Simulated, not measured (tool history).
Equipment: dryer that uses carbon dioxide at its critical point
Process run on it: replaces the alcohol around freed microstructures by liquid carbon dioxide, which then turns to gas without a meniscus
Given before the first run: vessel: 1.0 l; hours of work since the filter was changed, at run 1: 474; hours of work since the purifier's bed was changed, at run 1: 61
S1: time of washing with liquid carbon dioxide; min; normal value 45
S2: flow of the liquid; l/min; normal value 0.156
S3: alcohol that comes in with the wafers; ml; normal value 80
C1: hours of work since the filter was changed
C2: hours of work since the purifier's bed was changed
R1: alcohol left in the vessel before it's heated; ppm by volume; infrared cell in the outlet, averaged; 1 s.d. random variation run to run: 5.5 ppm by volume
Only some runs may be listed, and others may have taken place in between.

{"run": 1, "hour": 0.0, "S1": 45, "S2": 0.156, "S3": 80, "C1": 474, "C2": 61, "R1": 264}
{"run": 2, "hour": 28.8, "S1": 38, "S2": 0.156, "S3": 80, "C1": 485, "C2": 73, "R1": 626}
{"run": 3, "hour": 50.4, "S1": 38, "S2": 0.156, "S3": 80, "C1": 494, "C2": 82, "R1": 627}
{"run": 4, "hour": 76.0, "S1": 45, "S2": 0.156, "S3": 80, "C1": 505, "C2": 92, "R1": 271}
{"run": 5, "hour": 104.7, "S1": 37, "S2": 0.156, "S3": 80, "C1": 516, "C2": 104, "R1": 746}
{"hour": 136.3, "done": "inlet filter changed"}
{"run": 6, "hour": 136.7, "S1": 45, "S2": 0.156, "S3": 80, "C1": 0, "C2": 116, "R1": 169}
{"run": 7, "hour": 156.6, "S1": 45, "S2": 0.156, "S3": 80, "C1": 8, "C2": 124, "R1": 184}
{"run": 8, "hour": 183.6, "S1": 45, "S2": 0.156, "S3": 80, "C1": 19, "C2": 135, "R1": 178}
{"run": 9, "hour": 215.4, "S1": 45, "S2": 0.156, "S3": 80, "C1": 32, "C2": 148, "R1": 197}
{"run": 10, "hour": 255.2, "S1": 45, "S2": 0.156, "S3": 80, "C1": 48, "C2": 164, "R1": 188}
{"run": 11, "hour": 289.4, "S1": 45, "S2": 0.156, "S3": 80, "C1": 62, "C2": 178, "R1": 189}
{"run": 12, "hour": 311.4, "S1": 45, "S2": 0.156, "S3": 80, "C1": 71, "C2": 187, "R1": 198}
{"run": 13, "hour": 352.3, "S1": 45, "S2": 0.156, "S3": 80, "C1": 87, "C2": 204, "R1": 194}
{"run": 14, "hour": 370.9, "S1": 45, "S2": 0.156, "S3": 80, "C1": 95, "C2": 211, "R1": 198}
{"run": 15, "hour": 407.5, "S1": 45, "S2": 0.105, "S3": 80, "C1": 110, "C2": 226, "R1": 1509}
{"run": 16, "hour": 437.8, "S1": 45, "S2": 0.156, "S3": 80, "C1": 122, "C2": 238, "R1": 212}
{"run": 17, "hour": 474.0, "S1": 45, "S2": 0.156, "S3": 61, "C1": 137, "C2": 253, "R1": 171}
{"run": 18, "hour": 510.6, "S1": 45, "S2": 0.139, "S3": 61, "C1": 152, "C2": 268, "R1": 319}
{"run": 19, "hour": 531.8, "S1": 45, "S2": 0.139, "S3": 61, "C1": 160, "C2": 276, "R1": 342}
{"run": 20, "hour": 560.0, "S1": 45, "S2": 0.139, "S3": 61, "C1": 172, "C2": 288, "R1": 329}
{"run": 21, "hour": 578.1, "S1": 45, "S2": 0.139, "S3": 61, "C1": 179, "C2": 295, "R1": 331}
{"run": 22, "hour": 616.5, "S1": 45, "S2": 0.161, "S3": 108, "C1": 194, "C2": 311, "R1": 266}
{"run": 23, "hour": 655.7, "S1": 45, "S2": 0.161, "S3": 108, "C1": 210, "C2": 327, "R1": 263}
{"run": 24, "hour": 681.4, "S1": 45, "S2": 0.103, "S3": 108, "C1": 221, "C2": 337, "R1": 2312}
{"run": 25, "hour": 711.9, "S1": 42, "S2": 0.096, "S3": 80, "C1": 233, "C2": 349, "R1": 2937}
{"run": 26, "hour": 736.2, "S1": 47, "S2": 0.206, "S3": 20, "C1": 243, "C2": 359, "R1": 52}
{"run": 27, "hour": 764.2, "S1": 36, "S2": 0.161, "S3": 73, "C1": 254, "C2": 370, "R1": 560}
{"run": 28, "hour": 798.2, "S1": 36, "S2": 0.17, "S3": 87, "C1": 268, "C2": 384, "R1": 509}
{"run": 29, "hour": 818.8, "S1": 45, "S2": 0.156, "S3": 56, "C1": 276, "C2": 393, "R1": 186}
{"run": 30, "hour": 841.7, "S1": 28, "S2": 0.12, "S3": 59, "C1": 286, "C2": 402, "R1": 3689}
{"run": 31, "hour": 861.8, "S1": 59, "S2": 0.156, "S3": 78, "C1": 294, "C2": 410, "R1": 90}
{"run": 32, "hour": 894.5, "S1": 35, "S2": 0.12, "S3": 80, "C1": 307, "C2": 423, "R1": 2412}
{"run": 33, "hour": 911.2, "S1": 33, "S2": 0.156, "S3": 80, "C1": 314, "C2": 430, "R1": 1120}
{"run": 34, "hour": 944.0, "S1": 45, "S2": 0.166, "S3": 37, "C1": 327, "C2": 443, "R1": 131}
{"run": 35, "hour": 968.6, "S1": 41, "S2": 0.182, "S3": 55, "C1": 337, "C2": 453, "R1": 159}
{"run": 36, "hour": 985.8, "S1": 64, "S2": 0.227, "S3": 55, "C1": 344, "C2": 460, "R1": 55}
{"run": 37, "hour": 1021.2, "S1": 64, "S2": 0.227, "S3": 20, "C1": 358, "C2": 475, "R1": 58}
{"run": 38, "hour": 1061.1, "S1": 69, "S2": 0.215, "S3": 51, "C1": 375, "C2": 491, "R1": 69}
{"run": 39, "hour": 1080.8, "S1": 69, "S2": 0.244, "S3": 62, "C1": 383, "C2": 499, "R1": 72}

Forecast each of these 5 alternatives for the next run:
{"run": "A", "hour": 1108.2, "S1": 36, "S2": 0.156, "S3": 80, "C1": 394, "C2": 510, "R1": "?"}
{"run": "B", "hour": 1108.2, "S1": 46, "S2": 0.264, "S3": 27, "C1": 394, "C2": 510, "R1": "?"}
{"run": "C", "hour": 1108.2, "S1": 45, "S2": 0.156, "S3": 103, "C1": 394, "C2": 510, "R1": "?"}
{"run": "D", "hour": 1108.2, "S1": 54, "S2": 0.101, "S3": 80, "C1": 394, "C2": 510, "R1": "?"}
{"run": "E", "hour": 1108.2, "S1": 39, "S2": 0.153, "S3": 31, "C1": 394, "C2": 510, "R1": "?"}

run=A R1=816
run=B R1=64
run=C R1=363
run=D R1=1034
run=E R1=291
Had the tool no hidden state, the same runs would have come out as:
run=A R1=536
run=B R1=2
run=C R1=196
run=D R1=700
run=E R1=161
